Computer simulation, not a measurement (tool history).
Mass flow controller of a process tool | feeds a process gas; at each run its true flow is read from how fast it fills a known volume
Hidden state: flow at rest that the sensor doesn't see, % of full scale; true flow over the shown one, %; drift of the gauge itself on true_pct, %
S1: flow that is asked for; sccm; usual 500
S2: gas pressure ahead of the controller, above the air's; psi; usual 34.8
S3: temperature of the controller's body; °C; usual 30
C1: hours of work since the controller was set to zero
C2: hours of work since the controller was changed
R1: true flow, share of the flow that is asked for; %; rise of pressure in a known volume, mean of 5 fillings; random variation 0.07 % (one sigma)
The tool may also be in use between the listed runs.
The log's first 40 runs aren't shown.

run	day	S1	S2	S3	C1	C2	R1
41	136.571	181	23.8	21	1914	1914	98.75
42	141.179	181	23.8	21	1971	1971	98.83
43	145.208	106	34.8	26	2022	2022	97.86
44	147.825	106	34.8	26	2055	2055	97.87
45	151.988	106	34.8	26	2107	2107	97.89
46	156.388	106	34.8	26	2162	2162	97.91
47	161.000	113	34.8	24	2220	2220	98.44
48	163.317	569	34.8	21	2249	2249	100.08

The next listed run, before its measurement:
49	167.062	273	34.8	21	2296	2296	?

{"run 49": {"R1": 99.46}}
Without the tool's hidden state the same run would have given R1 99.53 %.
